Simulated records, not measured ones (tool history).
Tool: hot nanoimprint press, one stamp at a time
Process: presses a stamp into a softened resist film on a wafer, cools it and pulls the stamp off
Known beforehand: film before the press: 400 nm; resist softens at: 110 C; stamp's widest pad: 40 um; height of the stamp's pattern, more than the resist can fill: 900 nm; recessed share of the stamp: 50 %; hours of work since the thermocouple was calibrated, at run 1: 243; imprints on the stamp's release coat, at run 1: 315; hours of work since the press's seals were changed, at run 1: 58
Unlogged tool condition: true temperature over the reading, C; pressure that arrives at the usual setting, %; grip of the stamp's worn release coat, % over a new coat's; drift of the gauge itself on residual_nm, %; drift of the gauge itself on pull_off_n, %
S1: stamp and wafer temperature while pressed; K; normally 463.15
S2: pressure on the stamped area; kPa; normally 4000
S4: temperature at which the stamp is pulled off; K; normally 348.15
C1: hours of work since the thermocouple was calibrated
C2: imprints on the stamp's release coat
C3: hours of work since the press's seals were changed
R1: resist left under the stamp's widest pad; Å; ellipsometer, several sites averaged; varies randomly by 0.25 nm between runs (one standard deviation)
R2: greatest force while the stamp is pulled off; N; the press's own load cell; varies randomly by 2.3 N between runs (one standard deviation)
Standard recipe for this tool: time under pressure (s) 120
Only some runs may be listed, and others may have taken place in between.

{"run": 1, "hour": 0.0, "S1": 463.15, "S2": 4000, "time under pressure (s)": 120, "S4": 348.15, "C1": 243, "C2": 315, "C3": 58, "R1": 2334, "R2": 147}
{"run": 2, "hour": 63.3, "S1": 463.15, "S2": 4000, "time under pressure (s)": 120, "S4": 348.15, "C1": 285, "C2": 441, "C3": 100, "R1": 2327, "R2": 147}
{"hour": 76.9, "done": "plate thermocouple calibrated"}
{"hour": 130.4, "done": "stamp cleaned and given a new release coat"}
{"run": 3, "hour": 130.4, "S1": 463.15, "S2": 4000, "time under pressure (s)": 120, "S4": 348.15, "C1": 31, "C2": 0, "C3": 139, "R1": 2328, "R2": 144}
{"run": 4, "hour": 181.3, "S1": 463.15, "S2": 4000, "time under pressure (s)": 120, "S4": 348.15, "C1": 65, "C2": 101, "C3": 172, "R1": 2328, "R2": 150}
{"run": 5, "hour": 257.5, "S1": 463.15, "S2": 4000, "time under pressure (s)": 101, "S4": 348.15, "C1": 115, "C2": 252, "C3": 223, "R1": 2456, "R2": 151}
{"run": 6, "hour": 349.7, "S1": 463.15, "S2": 4000, "time under pressure (s)": 120, "S4": 348.15, "C1": 176, "C2": 435, "C3": 283, "R1": 2327, "R2": 153}
{"hour": 419.1, "done": "stamp cleaned and given a new release coat"}
{"run": 7, "hour": 446.7, "S1": 463.15, "S2": 4000, "time under pressure (s)": 120, "S4": 347.15, "C1": 236, "C2": 54, "C3": 343, "R1": 2326, "R2": 154}
{"run": 8, "hour": 499.4, "S1": 463.15, "S2": 4000, "time under pressure (s)": 120, "S4": 347.15, "C1": 271, "C2": 159, "C3": 378, "R1": 2327, "R2": 154}
{"hour": 532.9, "done": "plate thermocouple calibrated"}
{"run": 9, "hour": 593.8, "S1": 463.15, "S2": 4000, "time under pressure (s)": 94, "S4": 348.15, "C1": 40, "C2": 341, "C3": 439, "R1": 2507, "R2": 153}
{"run": 10, "hour": 668.6, "S1": 463.15, "S2": 4000, "time under pressure (s)": 120, "S4": 348.15, "C1": 90, "C2": 489, "C3": 488, "R1": 2327, "R2": 147}
{"hour": 708.9, "done": "stamp cleaned and given a new release coat"}
{"run": 11, "hour": 723.5, "S1": 463.15, "S2": 4000, "time under pressure (s)": 120, "S4": 348.15, "C1": 122, "C2": 29, "C3": 520, "R1": 2323, "R2": 152}
{"hour": 777.9, "done": "press's hydraulic seals changed and the load cell set to zero"}
{"run": 12, "hour": 792.3, "S1": 463.15, "S2": 4000, "time under pressure (s)": 120, "S4": 348.15, "C1": 162, "C2": 149, "C3": 9, "R1": 2324, "R2": 151}
{"run": 13, "hour": 839.6, "S1": 463.15, "S2": 4000, "time under pressure (s)": 120, "S4": 348.15, "C1": 193, "C2": 244, "C3": 41, "R1": 2325, "R2": 154}
{"run": 14, "hour": 906.3, "S1": 463.15, "S2": 4000, "time under pressure (s)": 120, "S4": 348.15, "C1": 237, "C2": 376, "C3": 85, "R1": 2322, "R2": 154}
{"hour": 993.0, "done": "plate thermocouple calibrated"}
{"hour": 1008.4, "done": "stamp cleaned and given a new release coat"}
{"run": 15, "hour": 1010.9, "S1": 463.15, "S2": 4000, "time under pressure (s)": 120, "S4": 348.15, "C1": 8, "C2": 5, "C3": 148, "R1": 2320, "R2": 151}
{"run": 16, "hour": 1079.1, "S1": 463.15, "S2": 4730, "time under pressure (s)": 120, "S4": 348.15, "C1": 53, "C2": 141, "C3": 193, "R1": 2179, "R2": 149}
{"run": 17, "hour": 1153.6, "S1": 451.15, "S2": 2650, "time under pressure (s)": 121, "S4": 348.15, "C1": 102, "C2": 289, "C3": 242, "R1": 3510, "R2": 150}
{"run": 18, "hour": 1249.1, "S1": 474.15, "S2": 2910, "time under pressure (s)": 141, "S4": 353.15, "C1": 165, "C2": 478, "C3": 305, "R1": 1645, "R2": 136}
{"hour": 1297.8, "done": "stamp cleaned and given a new release coat"}
{"run": 19, "hour": 1320.7, "S1": 468.15, "S2": 4030, "time under pressure (s)": 147, "S4": 348.15, "C1": 209, "C2": 46, "C3": 349, "R1": 1770, "R2": 153}
{"run": 20, "hour": 1396.4, "S1": 455.15, "S2": 4190, "time under pressure (s)": 78, "S4": 348.15, "C1": 258, "C2": 196, "C3": 399, "R1": 3225, "R2": 148}
{"hour": 1453.7, "done": "plate thermocouple calibrated"}
{"run": 21, "hour": 1474.7, "S1": 474.15, "S2": 2840, "time under pressure (s)": 79, "S4": 348.15, "C1": 14, "C2": 346, "C3": 448, "R1": 2063, "R2": 151}
{"run": 22, "hour": 1544.0, "S1": 474.15, "S2": 5700, "time under pressure (s)": 82, "S4": 348.15, "C1": 60, "C2": 484, "C3": 494, "R1": 1496, "R2": 151}
{"hour": 1590.7, "done": "stamp cleaned and given a new release coat"}
{"hour": 1642.1, "done": "press's hydraulic seals changed and the load cell set to zero"}
{"run": 23, "hour": 1647.0, "S1": 474.15, "S2": 5220, "time under pressure (s)": 82, "S4": 348.15, "C1": 118, "C2": 95, "C3": 3, "R1": 1554, "R2": 152}
{"run": 24, "hour": 1707.4, "S1": 465.15, "S2": 3570, "time under pressure (s)": 113, "S4": 338.15, "C1": 158, "C2": 216, "C3": 43, "R1": 2286, "R2": 176}
{"run": 25, "hour": 1755.5, "S1": 463.15, "S2": 4000, "time under pressure (s)": 135, "S4": 348.15, "C1": 190, "C2": 311, "C3": 75, "R1": 2230, "R2": 151}
{"hour": 1831.5, "done": "gauge calibrated"}
{"run": 26, "hour": 1836.9, "S1": 463.15, "S2": 4000, "time under pressure (s)": 65, "S4": 341.15, "C1": 244, "C2": 473, "C3": 129, "R1": 2777, "R2": 170}
{"hour": 1885.6, "done": "stamp cleaned and given a new release coat"}
{"hour": 1922.5, "done": "plate thermocouple calibrated"}
{"run": 27, "hour": 1943.9, "S1": 463.15, "S2": 2950, "time under pressure (s)": 77, "S4": 347.15, "C1": 14, "C2": 110, "C3": 193, "R1": 2901, "R2": 156}
{"run": 28, "hour": 1994.2, "S1": 458.15, "S2": 2440, "time under pressure (s)": 93, "S4": 341.15, "C1": 47, "C2": 210, "C3": 227, "R1": 3272, "R2": 170}
{"run": 29, "hour": 2043.4, "S1": 471.15, "S2": 5340, "time under pressure (s)": 87, "S4": 341.15, "C1": 80, "C2": 307, "C3": 259, "R1": 1702, "R2": 166}

Forecast each of these 3 alternatives for the next run:
{"run": "A", "hour": 2094.2, "S1": 463.15, "S2": 4390, "time under pressure (s)": 120, "S4": 348.15, "C1": 113, "C2": 408, "C3": 293, "R1": "?", "R2": "?"}
{"run": "B", "hour": 2094.2, "S1": 463.15, "S2": 4000, "time under pressure (s)": 107, "S4": 348.15, "C1": 113, "C2": 408, "C3": 293, "R1": "?", "R2": "?"}
{"run": "C", "hour": 2094.2, "S1": 471.15, "S2": 5340, "time under pressure (s)": 234, "S4": 341.15, "C1": 113, "C2": 408, "C3": 293, "R1": "?", "R2": "?"}

run=A R1=2250 R2=154
run=B R1=2412 R2=153
run=C R1=1128 R2=171
Stripped of hidden state, with their random variation kept, the same runs would have yielded:
run=A R1=2252 R2=153
run=B R1=2414 R2=152
run=C R1=1129 R2=169

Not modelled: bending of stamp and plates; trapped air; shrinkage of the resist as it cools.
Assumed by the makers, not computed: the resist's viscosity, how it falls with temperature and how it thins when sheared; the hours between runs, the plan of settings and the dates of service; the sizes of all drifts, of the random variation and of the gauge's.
